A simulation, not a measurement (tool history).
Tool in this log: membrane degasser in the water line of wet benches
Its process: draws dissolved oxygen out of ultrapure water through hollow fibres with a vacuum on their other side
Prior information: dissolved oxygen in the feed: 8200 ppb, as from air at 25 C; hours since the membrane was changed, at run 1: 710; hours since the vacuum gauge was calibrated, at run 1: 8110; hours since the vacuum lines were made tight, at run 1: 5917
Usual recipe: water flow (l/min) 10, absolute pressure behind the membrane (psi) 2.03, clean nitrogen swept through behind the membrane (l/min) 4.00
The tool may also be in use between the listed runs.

run    hour  water flow (l/min)  absolute pressure behind the membrane (psi)  clean nitrogen swept through behind the membrane (l/min)  hours since the membrane was changed  hours since the vacuum gauge was calibrated  hours since the vacuum lines were made tight  dissolved oxygen in the water behind the degasser (ppb)  pressure that the water loses in the fibres (psi)
  1     0.0                  10                                         2.03                                                      4.00                                   710                                         8110                                          5917                                                     82.6                                              4.428
  2   171.6                  10                                         2.03                                                      4.00                                   882                                         8281                                          6089                                                     81.9                                              4.422
      329.8  -- vacuum gauge calibrated
  3   344.5                  10                                         2.03                                                      4.00                                  1054                                           15                                          6261                                                     84.6                                              4.370
  4   541.1                  10                                         2.03                                                      4.00                                  1251                                          211                                          6458                                                     82.2                                              4.421
  5   632.8                  10                                         2.03                                                      4.00                                  1342                                          303                                          6550                                                     83.6                                              4.390
  6   829.8                  10                                         2.03                                                      4.00                                  1539                                          500                                          6747                                                     83.5                                              4.422
  7  1012.0                  10                                         2.03                                                      4.00                                  1722                                          682                                          6929                                                     84.0                                              4.413
  8  1196.3                  10                                         2.03                                                      4.00                                  1906                                          866                                          7113                                                     84.4                                              4.402
  9  1383.7                  10                                         2.03                                                      4.00                                  2093                                         1054                                          7300                                                     84.0                                              4.474
     1514.0  -- vacuum gauge calibrated, once more
 10  1517.7                  10                                         2.03                                                      4.00                                  2227                                            4                                          7434                                                     81.6                                              4.413
 11  1718.3                   7                                         2.03                                                      4.00                                  2427                                          204                                          7635                                                     55.6                                              3.073
 12  1877.8                   7                                         2.03                                                      4.00                                  2587                                          364                                          7794                                                     53.6                                              3.076
 13  1998.5                   7                                         2.03                                                      4.00                                  2708                                          485                                          7915                                                     54.5                                              3.101
 14  2191.1                   7                                         2.03                                                      4.00                                  2900                                          677                                          8107                                                     54.6                                              3.105
 15  2323.5                   6                                         2.03                                                      4.00                                  3033                                          810                                          8240                                                     46.3                                              2.656
 16  2502.4                  10                                         2.03                                                      4.00                                  3212                                          988                                          8419                                                     80.9                                              4.411
 17  2603.2                  10                                         2.05                                                      1.81                                  3312                                         1089                                          8519                                                    163.4                                              4.412
 18  2709.8                  10                                         1.91                                                      1.81                                  3419                                         1196                                          8626                                                    150.8                                              4.467
 19  2878.0                  10                                         1.91                                                      1.81                                  3587                                         1364                                          8794                                                    151.7                                              4.461
 20  2966.2                  10                                         2.05                                                     10.20                                  3675                                         1452                                          8882                                                     40.7                                              4.432
 21  3096.1                   8                                         2.03                                                      3.26                                  3805                                         1582                                          9012                                                     76.6                                              3.536
 22  3236.7                   8                                         2.03                                                      3.26                                  3946                                         1723                                          9153                                                     76.6                                              3.549
 23  3319.0                  10                                         1.74                                                      2.53                                  4028                                         1805                                          9235                                                    102.3                                              4.467
 24  3444.3                  10                                         1.74                                                      2.53                                  4153                                         1930                                          9361                                                    100.8                                              4.470
 25  3581.3                   9                                         1.39                                                      4.00                                  4290                                         2067                                          9497                                                     48.0                                              4.035
     3676.5  -- seals of the vacuum lines changed
 26  3754.9                   9                                         1.39                                                      4.00                                  4462                                         2239                                            78                                                     45.4                                              4.025
 27  3957.5                  11                                         1.45                                                      5.41                                  4665                                         2441                                           281                                                     50.5                                              4.907
 28  4070.5                   7                                         2.03                                                      3.25                                  4778                                         2554                                           394                                                     62.5                                              3.128
 29  4244.8                   7                                         2.03                                                      3.25                                  4952                                         2729                                           568                                                     62.5                                              3.120
 30  4344.8                   6                                         3.97                                                      1.88                                  5052                                         2829                                           668                                                    186.6                                              2.661
 31  4481.8                   9                                         1.48                                                      4.00                                  5189                                         2966                                           805                                                     48.2                                              4.000
 32  4575.9                   9                                         1.48                                                      4.00                                  5283                                         3060                                           899                                                     47.7                                              4.016

Branching from run 32: 3 alternative next runs. What would each branch give?
  A  4735.5                  12                                         3.61                                                      2.30                                  5443                                         3219                                          1059                                                        ?                                                  ?
  B  4735.5                  10                                         3.80                                                      5.42                                  5443                                         3219                                          1059                                                        ?                                                  ?
  C  4735.5                  12                                         2.18                                                      4.00                                  5443                                         3219                                          1059                                                        ?                                                  ?

run  dissolved oxygen in the water behind the degasser (ppb)  pressure that the water loses in the fibres (psi)
  A                                                    289.1                                              5.330
  B                                                    118.8                                              4.467
  C                                                    109.2                                              5.400
With no hidden state in the tool, these same runs would have given:
run  dissolved oxygen in the water behind the degasser (ppb)  pressure that the water loses in the fibres (psi)
  A                                                    284.9                                              5.227
  B                                                    116.4                                              4.382
  C                                                    106.0                                              5.297
